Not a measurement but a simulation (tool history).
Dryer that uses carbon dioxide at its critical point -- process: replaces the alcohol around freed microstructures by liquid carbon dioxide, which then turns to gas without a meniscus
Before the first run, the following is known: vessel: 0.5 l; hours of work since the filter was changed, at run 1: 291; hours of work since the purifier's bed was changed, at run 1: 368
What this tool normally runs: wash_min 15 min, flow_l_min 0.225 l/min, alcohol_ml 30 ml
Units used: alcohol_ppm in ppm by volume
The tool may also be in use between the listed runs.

run    hour  wash_min  flow_l_min  alcohol_ml  hours of work since the filter was changed  hours of work since the purifier's bed was changed  alcohol_ppm
  1     0.0        15       0.225          30                                         291                                                 368          289
  2    29.2        15       0.337          30                                         301                                                 379          153
  3    51.7        15       0.337          30                                         310                                                 387          150
  4    77.0        15       0.156          30                                         319                                                 396          992
  5   130.2        15       0.156          30                                         338                                                 415         1009
  6   160.6        15       0.156          30                                         349                                                 426         1010
      172.9  -- inlet filter changed
  7   183.5        15       0.225          30                                           4                                                 434          262
  8   212.0        15       0.225          30                                          14                                                 444          267
  9   244.8        15       0.275          30                                          26                                                 456          208
 10   295.4        15       0.275          30                                          44                                                 474          205
 11   325.2        15       0.225          30                                          55                                                 485          288
 12   352.8        15       0.225          30                                          65                                                 495          286
 13   377.3        15       0.225          30                                          74                                                 504          295
 14   413.6        15       0.225          30                                          87                                                 517          290
 15   466.9        15       0.225          30                                         106                                                 536          317
 16   516.3        15       0.225          30                                         124                                                 554          322
 17   542.4        10       0.225          30                                         133                                                 563         1077
 18   568.3        15       0.225          30                                         142                                                 572          325
 19   594.6        15       0.225          30                                         152                                                 582          329
 20   641.0        15       0.225          30                                         168                                                 599          339
 21   680.5        15       0.225          30                                         183                                                 613          352
 22   714.8        10       0.225          30                                         195                                                 625         1147
 23   750.3        15       0.225          30                                         208                                                 638          373
      775.1  -- purifier's bed changed
 24   782.8        15       0.225          30                                         218                                                   3          133
 25   825.7        15       0.225          30                                         234                                                  18          125
 26   853.6        15       0.225         117                                         244                                                  28          480
 27   881.6        12       0.225          31                                         254                                                  38          464
 28   920.3        12       0.225          31                                         268                                                  52          475
 29   948.5        13       0.253          65                                         278                                                  62          353
 30  1000.9        20       0.225          48                                         297                                                  81           55
 31  1034.8        12       0.225          48                                         309                                                  93          753
 32  1062.8        12       0.225          48                                         319                                                 104          765
 33  1109.7         9       0.225          48                                         336                                                 120         2538
     1155.7  -- inlet filter changed
 34  1155.7        18       0.275          72                                           0                                                 137           70
 35  1208.4        18       0.275          72                                          19                                                 156           64
 36  1244.1        11       0.228          30                                          32                                                 168          574
 37  1269.8        11       0.228          30                                          41                                                 178          560
 38  1323.5        11       0.228          32                                          60                                                 197          609
 39  1356.9        11       0.228          32                                          72                                                 209          638
 40  1408.4        11       0.228          32                                          91                                                 228          642
 41  1434.4        11       0.228          32                                         100                                                 237          649
 42  1488.2        11       0.228          32                                         120                                                 256          656
 43  1523.1        14       0.169          50                                         132                                                 269         1215
 44  1559.6        13       0.153          20                                         145                                                 282         1013
 45  1603.3        20       0.301          25                                         161                                                 298          114
 46  1648.4        10       0.286          30                                         177                                                 314          442
 47  1676.2        10       0.286          30                                         187                                                 324          433

Below are 3 alternative next runs, each starting from the tool's condition after run 47. Predict each:
  A  1729.8        14       0.225          30                                         207                                                 343            ?
  B  1729.8        15       0.363          30                                         207                                                 343            ?
  C  1729.8        10       0.254          30                                         207                                                 343            ?

run  alcohol_ppm
  A          321
  B          141
  C          682
With the hidden condition removed and each run's random variation left untouched, the same runs would have given:
run  alcohol_ppm
  A          142
  B            7
  C          443
